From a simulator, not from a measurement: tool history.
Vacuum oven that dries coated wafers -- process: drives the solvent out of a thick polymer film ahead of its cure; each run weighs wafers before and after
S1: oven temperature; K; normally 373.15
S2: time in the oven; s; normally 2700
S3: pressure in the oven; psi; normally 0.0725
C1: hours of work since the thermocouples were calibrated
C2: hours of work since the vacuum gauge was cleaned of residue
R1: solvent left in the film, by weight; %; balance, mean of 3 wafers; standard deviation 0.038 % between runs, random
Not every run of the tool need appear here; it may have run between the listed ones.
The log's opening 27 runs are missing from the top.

run 28 day=18.667 | S1=376.15 S2=1620 S3=0.0466 | C1=646 C2=646 | R1=2.31
run 29 day=19.238 | S1=363.15 S2=1500 S3=0.2882 | C1=657 C2=657 | R1=8.37
run 30 day=19.85 | S1=373.15 S2=1740 S3=0.0625 | C1=668 C2=668 | R1=3
run 31 day=20.629 | S1=371.15 S2=2040 S3=0.0553 | C1=683 C2=683 | R1=2.82
run 32 day=21.512 | S1=370.15 S2=4560 S3=0.2754 | C1=699 C2=699 | R1=1.62
run 33 day=22.142 | S1=371.15 S2=2700 S3=0.2087 | C1=711 C2=711 | R1=2.29
run 34 day=22.925 | S1=373.15 S2=2100 S3=0.1018 | C1=726 C2=726 | R1=2.3
run 35 day=23.579 | S1=373.15 S2=2100 S3=0.1018 | C1=738 C2=738 | R1=2.31
run 36 day=24.604 | S1=373.15 S2=4260 S3=0.0725 | C1=757 C2=757 | R1=0.47
run 37 day=25.171 | S1=373.15 S2=4260 S3=0.2403 | C1=768 C2=768 | R1=1.06
run 38 day=25.792 | S1=365.15 S2=3240 S3=0.2403 | C1=779 C2=779 | R1=3.46
run 39 day=26.288 | S1=373.15 S2=1800 S3=0.193 | C1=789 C2=789 | R1=3.25
run 40 day=26.833 | S1=365.15 S2=2700 S3=0.0725 | C1=799 C2=799 | R1=3.57
run 41 day=27.629 | S1=362.15 S2=2700 S3=0.1687 | C1=814 C2=814 | R1=5.2
run 42 day=28.554 | S1=382.15 S2=2520 S3=0.0725 | C1=831 C2=831 | R1=0.38
run 43 day=29.121 | S1=382.15 S2=2520 S3=0.0725 | C1=842 C2=842 | R1=0.36
run 44 day=29.65 | S1=372.15 S2=1500 S3=0.045 | C1=851 C2=851 | R1=4.04
run 45 day=30.671 | S1=374.15 S2=4260 S3=0.0728 | C1=871 C2=871 | R1=0.47

Run 46, settings as shown, results not yet in. Your forecast:
run 46 day=31.688 | S1=374.15 S2=4260 S3=0.0625 | C1=890 C2=890 | R1=?

For run 46 the tool returned R1 0.43 %.
The same run, on a tool lacking any hidden state, would have yielded R1 0.42 %.

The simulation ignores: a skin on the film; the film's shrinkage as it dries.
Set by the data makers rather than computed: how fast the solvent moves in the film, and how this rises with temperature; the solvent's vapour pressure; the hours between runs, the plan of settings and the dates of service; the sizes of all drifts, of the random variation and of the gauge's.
